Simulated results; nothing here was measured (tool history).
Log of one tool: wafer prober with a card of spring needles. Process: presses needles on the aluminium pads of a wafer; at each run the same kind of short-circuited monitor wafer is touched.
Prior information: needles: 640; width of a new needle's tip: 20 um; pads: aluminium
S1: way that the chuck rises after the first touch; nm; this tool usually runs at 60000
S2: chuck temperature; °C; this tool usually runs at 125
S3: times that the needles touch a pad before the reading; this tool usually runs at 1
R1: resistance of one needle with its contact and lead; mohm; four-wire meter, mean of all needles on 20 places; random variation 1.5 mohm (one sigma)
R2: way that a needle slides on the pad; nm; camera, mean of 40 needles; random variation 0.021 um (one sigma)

run	hour	S1	S2	S3	R1	R2
1	0.0	60000	125	1	148	9610
# hour 3.0: tips cleaned on abrasive film
# hour 10.4: tips cleaned on abrasive film
# hour 16.3: tips cleaned on abrasive film
# hour 23.6: tips cleaned on abrasive film
2	26.8	60000	125	1	145	9610
# hour 29.8: tips cleaned on abrasive film
# hour 35.7: tips cleaned on abrasive film
# hour 43.1: tips cleaned on abrasive film
3	45.5	60000	125	1	150	9610
# hour 50.0: tips cleaned on abrasive film
# hour 57.3: tips cleaned on abrasive film
# hour 63.2: tips cleaned on abrasive film
# hour 70.6: tips cleaned on abrasive film
4	75.6	60000	125	1	145	9580
# hour 77.2: tips cleaned on abrasive film
# hour 84.5: tips cleaned on abrasive film
# hour 90.4: tips cleaned on abrasive film
5	94.1	60000	125	1	147	9660
# hour 97.1: tips cleaned on abrasive film
# hour 104.5: tips cleaned on abrasive film
# hour 110.4: tips cleaned on abrasive film
# hour 116.3: tips cleaned on abrasive film
# hour 123.6: tips cleaned on abrasive film
6	128.7	60000	125	1	143	9580
# hour 130.3: tips cleaned on abrasive film
# hour 136.2: tips cleaned on abrasive film
# hour 142.1: tips cleaned on abrasive film
# hour 148.9: tips cleaned on abrasive film
7	148.9	60000	72	1	136	9580
# hour 154.8: tips cleaned on abrasive film
# hour 160.7: tips cleaned on abrasive film
# hour 166.6: tips cleaned on abrasive film
# hour 172.5: tips cleaned on abrasive film
# hour 179.9: tips cleaned on abrasive film
# hour 185.8: tips cleaned on abrasive film
8	187.2	60000	72	1	139	9560
# hour 193.1: tips cleaned on abrasive film
# hour 199.0: tips cleaned on abrasive film
# hour 204.9: tips cleaned on abrasive film
# hour 210.8: tips cleaned on abrasive film
# hour 218.2: tips cleaned on abrasive film
9	223.4	60000	72	1	137	9550
# hour 224.9: tips cleaned on abrasive film
# hour 230.8: tips cleaned on abrasive film
# hour 238.2: tips cleaned on abrasive film
# hour 245.5: tips cleaned on abrasive film
# hour 251.5: tips cleaned on abrasive film
# hour 257.4: tips cleaned on abrasive film
10	261.0	60000	114	1	146	9540
# hour 264.0: tips cleaned on abrasive film
# hour 265.8: height of the first contact set anew
# hour 270.2: tips cleaned on abrasive film
# hour 276.1: tips cleaned on abrasive film
# hour 283.5: tips cleaned on abrasive film
# hour 290.8: tips cleaned on abrasive film
# hour 296.7: tips cleaned on abrasive film
11	298.8	55000	125	1	148	8730
# hour 303.3: tips cleaned on abrasive film
# hour 309.2: tips cleaned on abrasive film
# hour 315.1: tips cleaned on abrasive film
12	317.5	55000	125	1	149	8710
# hour 322.0: tips cleaned on abrasive film
# hour 327.9: tips cleaned on abrasive film
# hour 335.2: tips cleaned on abrasive film
# hour 341.1: tips cleaned on abrasive film
# hour 348.5: tips cleaned on abrasive film
# hour 354.4: tips cleaned on abrasive film
13	359.7	55000	125	1	149	8740
# hour 361.3: tips cleaned on abrasive film
# hour 367.2: tips cleaned on abrasive film
# hour 373.1: tips cleaned on abrasive film
# hour 379.0: tips cleaned on abrasive film
# hour 386.3: tips cleaned on abrasive film
14	386.7	62000	34	2	130	9840
# hour 392.6: tips cleaned on abrasive film
# hour 399.9: tips cleaned on abrasive film
# hour 407.3: tips cleaned on abrasive film
# hour 414.6: tips cleaned on abrasive film
# hour 422.0: tips cleaned on abrasive film
15	423.0	51000	32	2	132	8120

Predict the results of run 16:
# hour 428.9: tips cleaned on abrasive film
# hour 434.8: tips cleaned on abrasive film
# hour 440.7: tips cleaned on abrasive film
# hour 448.1: tips cleaned on abrasive film
# hour 454.0: tips cleaned on abrasive film
# hour 459.9: tips cleaned on abrasive film
16	464.5	65000	125	1	?	?

Run 16 yielded R1 145 mohm, R2 10300 nm.
Were there no unlogged condition in the tool, this run, its random variation unchanged, would have produced R1 145 mohm, R2 10460 nm.

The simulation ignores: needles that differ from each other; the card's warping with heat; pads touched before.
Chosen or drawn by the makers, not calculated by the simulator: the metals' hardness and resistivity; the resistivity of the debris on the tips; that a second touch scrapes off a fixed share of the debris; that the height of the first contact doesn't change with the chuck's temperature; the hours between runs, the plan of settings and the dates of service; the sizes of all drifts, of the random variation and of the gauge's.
